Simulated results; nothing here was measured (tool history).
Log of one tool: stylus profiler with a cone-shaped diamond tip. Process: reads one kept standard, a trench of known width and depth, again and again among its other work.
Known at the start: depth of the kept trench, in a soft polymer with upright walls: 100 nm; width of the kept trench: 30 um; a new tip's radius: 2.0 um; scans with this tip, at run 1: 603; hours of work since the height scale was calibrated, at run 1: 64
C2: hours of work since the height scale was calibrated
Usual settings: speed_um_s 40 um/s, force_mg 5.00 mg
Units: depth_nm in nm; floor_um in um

{"run": 1, "hour": 0.0, "speed_um_s": 40, "force_mg": 5.0, "scans with this tip": 603, "C2": 64, "depth_nm": 102.07, "floor_um": 28.66}
{"run": 2, "hour": 16.0, "speed_um_s": 40, "force_mg": 3.43, "scans with this tip": 668, "C2": 71, "depth_nm": 101.73, "floor_um": 28.59}
{"run": 3, "hour": 28.3, "speed_um_s": 40, "force_mg": 3.43, "scans with this tip": 717, "C2": 76, "depth_nm": 101.52, "floor_um": 28.64}
{"run": 4, "hour": 54.4, "speed_um_s": 40, "force_mg": 3.81, "scans with this tip": 824, "C2": 88, "depth_nm": 101.78, "floor_um": 28.59}
{"run": 5, "hour": 78.7, "speed_um_s": 40, "force_mg": 1.97, "scans with this tip": 922, "C2": 98, "depth_nm": 101.06, "floor_um": 28.55}
{"run": 6, "hour": 103.0, "speed_um_s": 40, "force_mg": 2.58, "scans with this tip": 1021, "C2": 108, "depth_nm": 101.3, "floor_um": 28.52}
{"run": 7, "hour": 116.3, "speed_um_s": 40, "force_mg": 5.0, "scans with this tip": 1075, "C2": 114, "depth_nm": 101.97, "floor_um": 28.62}
{"run": 8, "hour": 136.0, "speed_um_s": 33, "force_mg": 5.0, "scans with this tip": 1154, "C2": 123, "depth_nm": 101.96, "floor_um": 28.59}
{"run": 9, "hour": 159.1, "speed_um_s": 40, "force_mg": 3.53, "scans with this tip": 1248, "C2": 133, "depth_nm": 101.68, "floor_um": 28.66}
{"run": 10, "hour": 179.9, "speed_um_s": 40, "force_mg": 3.53, "scans with this tip": 1332, "C2": 142, "depth_nm": 101.59, "floor_um": 28.57}
{"run": 11, "hour": 198.2, "speed_um_s": 40, "force_mg": 3.53, "scans with this tip": 1407, "C2": 149, "depth_nm": 101.72, "floor_um": 28.52}
{"run": 12, "hour": 210.6, "speed_um_s": 40, "force_mg": 3.53, "scans with this tip": 1457, "C2": 155, "depth_nm": 101.73, "floor_um": 28.58}
{"run": 13, "hour": 232.0, "speed_um_s": 40, "force_mg": 3.53, "scans with this tip": 1544, "C2": 164, "depth_nm": 101.71, "floor_um": 28.52}
{"run": 14, "hour": 248.7, "speed_um_s": 40, "force_mg": 3.53, "scans with this tip": 1612, "C2": 171, "depth_nm": 101.74, "floor_um": 28.6}
{"run": 15, "hour": 264.1, "speed_um_s": 40, "force_mg": 2.59, "scans with this tip": 1674, "C2": 178, "depth_nm": 101.29, "floor_um": 28.54}
{"run": 16, "hour": 289.8, "speed_um_s": 27, "force_mg": 5.0, "scans with this tip": 1778, "C2": 189, "depth_nm": 102.14, "floor_um": 28.59}
{"run": 17, "hour": 319.4, "speed_um_s": 27, "force_mg": 5.0, "scans with this tip": 1898, "C2": 202, "depth_nm": 102.1, "floor_um": 28.59}
{"run": 18, "hour": 338.0, "speed_um_s": 27, "force_mg": 5.0, "scans with this tip": 1974, "C2": 210, "depth_nm": 102.1, "floor_um": 28.61}
{"run": 19, "hour": 355.5, "speed_um_s": 27, "force_mg": 5.0, "scans with this tip": 2045, "C2": 217, "depth_nm": 102.04, "floor_um": 28.56}
{"run": 20, "hour": 375.4, "speed_um_s": 147, "force_mg": 5.04, "scans with this tip": 2125, "C2": 226, "depth_nm": 102.18, "floor_um": 28.3}
{"run": 21, "hour": 398.8, "speed_um_s": 103, "force_mg": 12.43, "scans with this tip": 2220, "C2": 236, "depth_nm": 103.78, "floor_um": 28.48}
{"run": 22, "hour": 428.8, "speed_um_s": 11, "force_mg": 2.28, "scans with this tip": 2342, "C2": 249, "depth_nm": 101.23, "floor_um": 28.6}
{"run": 23, "hour": 450.9, "speed_um_s": 133, "force_mg": 5.47, "scans with this tip": 2432, "C2": 258, "depth_nm": 102.21, "floor_um": 28.34}
{"run": 24, "hour": 474.6, "speed_um_s": 40, "force_mg": 2.35, "scans with this tip": 2528, "C2": 269, "depth_nm": 101.34, "floor_um": 28.5}
{"run": 25, "hour": 494.1, "speed_um_s": 92, "force_mg": 4.81, "scans with this tip": 2607, "C2": 277, "depth_nm": 102.11, "floor_um": 28.41}
{"run": 26, "hour": 523.9, "speed_um_s": 92, "force_mg": 4.81, "scans with this tip": 2728, "C2": 290, "depth_nm": 102.06, "floor_um": 28.39}
{"run": 27, "hour": 536.6, "speed_um_s": 159, "force_mg": 3.99, "scans with this tip": 2779, "C2": 295, "depth_nm": 101.85, "floor_um": 28.16}
{"run": 28, "hour": 556.6, "speed_um_s": 18, "force_mg": 4.49, "scans with this tip": 2860, "C2": 304, "depth_nm": 101.95, "floor_um": 28.58}
{"run": 29, "hour": 580.0, "speed_um_s": 135, "force_mg": 2.76, "scans with this tip": 2955, "C2": 314, "depth_nm": 101.53, "floor_um": 28.23}
{"run": 30, "hour": 604.0, "speed_um_s": 100, "force_mg": 2.38, "scans with this tip": 3052, "C2": 324, "depth_nm": 101.48, "floor_um": 28.23}
{"run": 31, "hour": 627.3, "speed_um_s": 100, "force_mg": 2.38, "scans with this tip": 3147, "C2": 334, "depth_nm": 101.38, "floor_um": 28.26}
{"run": 32, "hour": 651.4, "speed_um_s": 10, "force_mg": 11.9, "scans with this tip": 3245, "C2": 345, "depth_nm": 103.79, "floor_um": 28.61}
{"run": 33, "hour": 674.1, "speed_um_s": 24, "force_mg": 2.14, "scans with this tip": 3337, "C2": 355, "depth_nm": 101.21, "floor_um": 28.48}
{"run": 34, "hour": 689.2, "speed_um_s": 24, "force_mg": 2.14, "scans with this tip": 3398, "C2": 361, "depth_nm": 101.25, "floor_um": 28.53}
{"run": 35, "hour": 705.8, "speed_um_s": 18, "force_mg": 4.95, "scans with this tip": 3465, "C2": 368, "depth_nm": 102.13, "floor_um": 28.54}
{"run": 36, "hour": 732.2, "speed_um_s": 19, "force_mg": 4.95, "scans with this tip": 3573, "C2": 380, "depth_nm": 102.19, "floor_um": 28.57}
{"run": 37, "hour": 748.5, "speed_um_s": 21, "force_mg": 9.0, "scans with this tip": 3638, "C2": 387, "depth_nm": 103.27, "floor_um": 28.55}

Hidden state or all else? Some run-to-run changes of depth_nm, split into what the settings, what came in and random variation would give without the hidden state, and what is left for the hidden state (with any gauge scatter that isn't in both results):
The hidden state here: radius of the tip, um; height scale over the true one, %; drift of the gauge itself on depth_nm, %; drift of the gauge itself on floor_um, %.
Run 3 -> 4: force_mg 3.43 -> 3.81. depth_nm +0.26 nm: hidden state +0.01, all else +0.25.
Run 5 -> 6: force_mg 1.97 -> 2.58. depth_nm +0.24 nm: hidden state +0.01, all else +0.23.
Run 6 -> 7: force_mg 2.58 -> 5.00. depth_nm +0.67 nm: hidden state +0.01, all else +0.66.
Run 21 -> 22: speed_um_s 103 -> 11, force_mg 12.43 -> 2.28. depth_nm -2.55 nm: hidden state +0.01, all else -2.56.
Run 31 -> 32: speed_um_s 100 -> 10, force_mg 2.38 -> 11.90. depth_nm +2.41 nm: hidden state +0.00, all else +2.41.
Run 32 -> 33: speed_um_s 10 -> 24, force_mg 11.90 -> 2.14. depth_nm -2.58 nm: hidden state +0.00, all else -2.58.
